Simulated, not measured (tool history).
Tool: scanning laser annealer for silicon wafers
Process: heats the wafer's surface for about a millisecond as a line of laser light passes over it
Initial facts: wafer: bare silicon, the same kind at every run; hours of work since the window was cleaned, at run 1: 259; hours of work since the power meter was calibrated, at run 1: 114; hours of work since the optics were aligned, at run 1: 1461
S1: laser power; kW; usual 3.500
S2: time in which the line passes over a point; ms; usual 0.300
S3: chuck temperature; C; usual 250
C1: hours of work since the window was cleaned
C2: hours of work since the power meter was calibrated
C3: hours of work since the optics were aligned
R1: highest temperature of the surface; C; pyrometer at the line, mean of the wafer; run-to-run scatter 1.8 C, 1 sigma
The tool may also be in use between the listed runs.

run   hour     S1     S2   S3   C1   C2    C3    R1
  1    0.0  3.500  0.300  250  259  114  1461  1000
  2   22.8  3.294  0.300  250  275  129  1477   942
  3   66.4  3.294  0.300  250  305  159  1506   944
  4  104.7  3.294  0.300  250  331  185  1532   943
     133.3  -- window over the wafer cleaned
  5  161.7  3.294  0.300  250   19  222  1570   946
  6  183.9  3.500  0.287  250   34  237  1585   983
  7  234.9  3.500  0.287  250   69  272  1619   979
  8  288.1  3.500  0.300  263  105  308  1655  1014
  9  338.6  3.500  0.300  250  139  342  1690  1003
 10  391.7  3.500  0.300  289  175  379  1726  1041
 11  438.1  3.500  0.300  289  207  410  1757  1037
     479.7  -- optics aligned, line set to its width
 12  479.7  3.500  0.300  289  232  435     0  1039
 13  517.2  3.388  0.300  289  257  460    25  1008
 14  560.7  3.672  0.275  250  287  490    55  1009
 15  593.3  3.188  0.307  243  309  512    77   917
 16  622.3  3.188  0.307  243  329  532    97   918
     651.8  -- window over the wafer cleaned
 17  656.8  3.705  0.301  248    3  554   119  1056
 18  699.4  3.705  0.294  219   32  583   148  1018
 19  739.2  3.705  0.294  219   59  610   175  1019
 20  788.5  3.749  0.231  251   93  643   208   954
 21  816.0  3.056  0.370  250  111  662   227   961
 22  855.6  3.056  0.248  280  138  689   254   845

How would selected steps in R1 from run to run divide? Give the signed amount a tool lacking its hidden state would still show from settings, what came in and random variation, and the signed amount left for the hidden state, including any gauge scatter that is not in both of the compared results.
What the log doesn't record here: light that passes the window, % of a clean one's; laser's true power over the reading, %; width of the line over the set one, %; drift of the gauge itself on peak_c, C.
Run 4 -> 5: window over the wafer cleaned. R1 +3 C: hidden state +2, all else +1.
Run 16 -> 17: S1 3.188 -> 3.705, S2 0.307 -> 0.301, S3 243 -> 248, window over the wafer cleaned. R1 +138 C: hidden state +3, all else +135.
Run 21 -> 22: S2 0.370 -> 0.248, S3 250 -> 280. R1 -116 C: hidden state +0, all else -116.
